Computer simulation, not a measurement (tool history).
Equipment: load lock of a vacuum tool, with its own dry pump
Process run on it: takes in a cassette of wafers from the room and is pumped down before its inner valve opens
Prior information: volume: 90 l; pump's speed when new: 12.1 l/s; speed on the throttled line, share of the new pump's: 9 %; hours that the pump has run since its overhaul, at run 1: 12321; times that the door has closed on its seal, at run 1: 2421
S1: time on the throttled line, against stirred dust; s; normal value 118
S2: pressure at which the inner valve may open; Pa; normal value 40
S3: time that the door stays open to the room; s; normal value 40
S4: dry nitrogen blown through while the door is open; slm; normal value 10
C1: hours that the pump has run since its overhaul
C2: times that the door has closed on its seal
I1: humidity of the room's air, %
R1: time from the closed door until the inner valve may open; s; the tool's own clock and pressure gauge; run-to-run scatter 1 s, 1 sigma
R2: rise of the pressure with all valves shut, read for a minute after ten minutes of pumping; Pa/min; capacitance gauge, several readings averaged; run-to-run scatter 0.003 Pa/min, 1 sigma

Run 1, day 0.000: usual settings; C1 12321; C2 2421; I1 44.9. Result: R1 178.7 s, R2 0.016 Pa/min.
Run 2, day 2.550: usual settings; C1 12382; C2 2573; I1 44.7. Result: R1 181.0 s, R2 0.020 Pa/min.
Run 3, day 7.171: usual settings; C1 12493; C2 2849; I1 44.5. Result: R1 180.4 s, R2 0.020 Pa/min.
Run 4, day 9.871: usual settings but S3 104 s; C1 12557; C2 3010; I1 45.6. Result: R1 178.2 s, R2 0.035 Pa/min.
Run 5, day 13.646: usual settings but S3 104 s; C1 12648; C2 3235; I1 41.8. Result: R1 179.0 s, R2 0.035 Pa/min.
Run 6, day 16.779: usual settings but S3 104 s; C1 12723; C2 3422; I1 41.0. Result: R1 179.0 s, R2 0.031 Pa/min.
Run 7, day 20.446: usual settings but S3 104 s; C1 12811; C2 3640; I1 44.2. Result: R1 179.1 s, R2 0.030 Pa/min.

For run 8, what comes out?
Run 8, day 23.325: usual settings but S3 104 s; C1 12880; C2 3812; I1 48.6. Result: R1 ?, R2 ?.

R1: 178.4 s
R2: 0.040 Pa/min
If the tool had no hidden condition, the same run with the same run-to-run variation would have returned R1 165.8 s, R2 0.034 Pa/min.
